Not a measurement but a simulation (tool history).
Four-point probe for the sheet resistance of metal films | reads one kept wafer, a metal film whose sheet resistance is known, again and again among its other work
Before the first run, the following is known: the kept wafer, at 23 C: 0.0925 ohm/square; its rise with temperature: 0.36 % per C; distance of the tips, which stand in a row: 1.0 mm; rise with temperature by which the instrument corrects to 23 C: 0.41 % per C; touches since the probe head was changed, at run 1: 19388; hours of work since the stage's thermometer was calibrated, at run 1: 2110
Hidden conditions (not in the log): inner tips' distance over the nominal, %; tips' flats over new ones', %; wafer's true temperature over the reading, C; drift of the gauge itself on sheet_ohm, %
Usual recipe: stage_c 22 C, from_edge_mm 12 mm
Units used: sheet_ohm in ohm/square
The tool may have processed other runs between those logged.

run	hour	stage_c	from_edge_mm	touches since the probe head was changed	hours of work since the stage's thermometer was calibrated	sheet_ohm
1	0.0	22	12	19388	2110	0.092729
2	83.2	22	12	21959	2162	0.092728
3	161.4	22	12	24377	2211	0.092724
4	216.1	22	12	26066	2245	0.092688
5	303.2	35	12	28760	2299	0.092165
6	347.5	22	12	30130	2327	0.092689
# hour 356.8: stage's thermometer calibrated
7	415.8	18	12	32223	37	0.092923
8	488.1	22	6	34459	82	0.093752
9	549.8	22	12	36367	120	0.092721
# hour 629.2: stage's thermometer calibrated, once more
10	637.2	26	12	39053	5	0.092407
11	679.4	35	12	40358	31	0.092011
12	763.6	22	9	42959	84	0.092825
13	828.7	27	7	44972	124	0.092983
14	904.5	23	7	47314	172	0.093135
15	985.9	21	64	49832	222	0.092256
16	1051.9	21	64	51872	263	0.092245
17	1105.2	21	64	53519	297	0.092226
18	1189.9	21	64	56137	349	0.092170
19	1234.1	34	6	57502	377	0.093034

Consider 5 possible next runs. They are alternatives, not a sequence: every one starts from the tool as it was left by run 19. What does each give?
A	1310.0	31	65	59849	424	?
B	1310.0	24	12	59849	424	?
C	1310.0	28	28	59849	424	?
D	1310.0	27	55	59849	424	?
E	1310.0	33	40	59849	424	?

run	sheet_ohm
A	0.091826
B	0.092447
C	0.091980
D	0.092000
E	0.091785
Had the tool no hidden state, the same runs would have come out as:
run	sheet_ohm
A	0.092194
B	0.092817
C	0.092349
D	0.092369
E	0.092154
